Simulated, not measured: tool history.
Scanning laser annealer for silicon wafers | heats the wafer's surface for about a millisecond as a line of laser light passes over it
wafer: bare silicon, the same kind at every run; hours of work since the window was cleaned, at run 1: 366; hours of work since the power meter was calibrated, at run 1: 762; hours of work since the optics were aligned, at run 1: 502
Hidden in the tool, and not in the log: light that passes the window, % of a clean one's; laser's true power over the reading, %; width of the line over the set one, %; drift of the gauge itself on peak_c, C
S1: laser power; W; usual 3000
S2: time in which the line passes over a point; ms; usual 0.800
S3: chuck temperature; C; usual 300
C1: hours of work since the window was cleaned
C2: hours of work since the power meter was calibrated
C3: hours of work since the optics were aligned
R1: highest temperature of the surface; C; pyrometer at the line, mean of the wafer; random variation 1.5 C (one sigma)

run	hour	S1	S2	S3	C1	C2	C3	R1
1	0.0	3000	0.800	300	366	762	502	1101
2	26.6	3000	0.800	300	380	775	516	1104
3	48.9	3000	0.800	276	391	787	527	1080
4	78.5	3000	0.800	276	407	802	542	1078
5	97.0	3000	0.800	276	416	811	552	1076
6	118.6	3000	0.800	276	427	822	563	1079
7	146.5	3000	0.800	276	442	837	577	1078
8	191.3	3000	0.800	276	465	860	600	1077
9	210.5	2936	0.650	306	474	869	610	1003
10	255.3	2896	0.575	331	497	892	633	974
11	282.6	2896	0.575	331	511	906	647	974
12	315.2	2896	0.575	331	528	923	664	969
13	339.6	2623	0.918	261	541	936	676	991
14	362.7	2736	0.641	271	552	948	688	903
15	400.0	3295	0.800	300	572	967	707	1202

Forecast each of these 5 alternatives for the next run:
A	442.9	3219	0.855	261	594	989	729	?
B	442.9	3254	0.880	266	594	989	729	?
C	442.9	3148	0.800	300	594	989	729	?
D	442.9	3295	0.706	284	594	989	729	?
E	442.9	2897	0.800	279	594	989	729	?

run	R1
A	1169
B	1201
C	1155
D	1126
E	1047
Without the tool's hidden state the same runs would have given:
run	R1
A	1170
B	1202
C	1156
D	1127
E	1047

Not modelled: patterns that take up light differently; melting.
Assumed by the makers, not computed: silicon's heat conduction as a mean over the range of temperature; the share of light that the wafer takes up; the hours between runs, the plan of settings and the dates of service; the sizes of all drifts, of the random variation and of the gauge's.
